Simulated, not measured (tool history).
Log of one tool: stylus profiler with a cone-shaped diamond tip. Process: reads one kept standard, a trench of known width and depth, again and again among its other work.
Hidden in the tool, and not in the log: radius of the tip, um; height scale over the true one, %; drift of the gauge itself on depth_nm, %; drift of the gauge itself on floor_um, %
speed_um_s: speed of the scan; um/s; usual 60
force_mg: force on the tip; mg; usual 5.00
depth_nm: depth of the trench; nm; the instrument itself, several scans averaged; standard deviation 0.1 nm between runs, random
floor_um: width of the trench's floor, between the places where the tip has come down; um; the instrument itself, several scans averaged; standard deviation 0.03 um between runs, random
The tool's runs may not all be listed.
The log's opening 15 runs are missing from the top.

run,hour,speed_um_s,force_mg,scans with this tip,hours of work since the height scale was calibrated,depth_nm,floor_um
16,648.0,95,5.00,8918,930,102.16,47.94
17,676.5,95,5.00,9134,953,102.13,47.92
18,740.7,149,12.09,9621,1004,103.62,47.88
19,794.7,17,5.43,10030,1046,102.32,48.28
20,829.0,17,5.43,10290,1073,102.34,48.22
21,868.8,17,5.43,10591,1105,102.35,48.16
22,925.4,49,4.46,11020,1150,102.12,48.11
23,967.9,31,5.01,11342,1183,102.06,48.14
24,1021.4,29,3.37,11748,1226,101.86,48.11
25,1051.2,131,9.51,11973,1249,103.23,47.85
26,1107.3,170,13.82,12398,1293,104.04,47.79
27,1134.4,170,13.82,12604,1315,104.07,47.74
28,1186.9,99,7.54,13001,1356,102.95,47.89
29,1232.0,41,8.28,13343,1392,103.03,48.13
30,1269.0,41,8.28,13624,1421,103.11,48.05
31,1300.6,50,5.63,13863,1446,102.56,47.98
32,1339.2,82,1.82,14156,1477,101.60,47.65
33,1396.3,20,5.03,14589,1522,102.35,48.13

3 ways to go on from here, each from the tool as it stands after run 33. What would each give?
A,1440.9,179,13.98,14927,1557,?,?
B,1440.9,60,11.62,14927,1557,?,?
C,1440.9,39,5.00,14927,1557,?,?

run,depth_nm,floor_um
A,104.24,47.70
B,103.85,47.99
C,102.48,48.03
With the hidden condition removed and each run's random variation left untouched, the same runs would have given:
run,depth_nm,floor_um
A,103.59,48.12
B,103.21,48.40
C,101.85,48.44
